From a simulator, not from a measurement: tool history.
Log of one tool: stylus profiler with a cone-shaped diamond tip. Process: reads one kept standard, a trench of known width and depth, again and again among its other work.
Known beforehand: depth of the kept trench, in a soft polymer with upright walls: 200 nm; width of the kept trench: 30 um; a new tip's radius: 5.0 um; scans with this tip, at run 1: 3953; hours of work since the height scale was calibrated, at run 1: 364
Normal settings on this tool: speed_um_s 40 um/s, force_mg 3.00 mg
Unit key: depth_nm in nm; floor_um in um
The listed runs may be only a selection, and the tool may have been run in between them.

run	hour	speed_um_s	force_mg	scans with this tip	hours of work since the height scale was calibrated	depth_nm	floor_um
1	0.0	40	3.00	3953	364	203.29	26.65
2	12.0	40	3.00	4050	373	203.08	26.66
3	29.1	40	3.00	4188	386	203.11	26.70
4	45.6	40	3.00	4320	398	203.11	26.63
5	70.7	40	3.00	4521	417	203.35	26.61
6	95.6	40	3.68	4722	435	203.75	26.66
7	120.1	40	3.68	4918	453	203.54	26.67
8	148.8	40	3.68	5149	474	203.91	26.54
9	176.9	40	3.68	5375	495	203.88	26.57
10	206.4	40	3.13	5612	517	203.46	26.54
11	225.2	40	3.00	5763	531	203.53	26.50
12	240.3	40	3.00	5885	542	203.21	26.50
13	262.8	40	3.00	6065	559	203.31	26.48
14	278.7	40	3.00	6193	571	203.65	26.49
15	306.3	25	3.72	6415	591	203.89	26.59
16	319.4	15	1.58	6520	601	202.36	26.56
17	345.5	15	1.32	6729	620	202.22	26.54
18	366.5	27	6.38	6899	636	205.32	26.54
19	388.6	19	8.19	7076	652	206.25	26.59
20	405.9	19	8.19	7215	665	206.19	26.56
21	424.4	99	1.48	7364	678	202.47	25.84
22	442.4	52	2.92	7508	692	203.46	26.37
23	459.7	52	2.92	7647	705	203.45	26.28
24	482.9	54	3.31	7834	722	203.77	26.30
25	506.4	17	3.27	8023	739	203.74	26.51

A few steps of depth_nm between consecutive runs. Split each: what settings, incoming material and random variation would produce without the hidden state, and what is left over for the hidden state, along with gauge scatter present in only one of the two compared results (measured, and without hidden state):
Hidden conditions of the tool in this case: radius of the tip, um; height scale over the true one, %; drift of the gauge itself on depth_nm, %; drift of the gauge itself on floor_um, %.
Run 2 -> 3: no setting touched and nothing written in the log between the runs. depth_nm +0.03 nm: hidden state +0.03, all else +0.00.
Run 8 -> 9: no setting touched and nothing written in the log between the runs. depth_nm -0.03 nm: hidden state +0.03, all else -0.06.
Run 17 -> 18: speed_um_s 15 -> 27, force_mg 1.32 -> 6.38. depth_nm +3.10 nm: hidden state +0.03, all else +3.07.
Run 20 -> 21: speed_um_s 19 -> 99, force_mg 8.19 -> 1.48. depth_nm -3.72 nm: hidden state -0.01, all else -3.71.
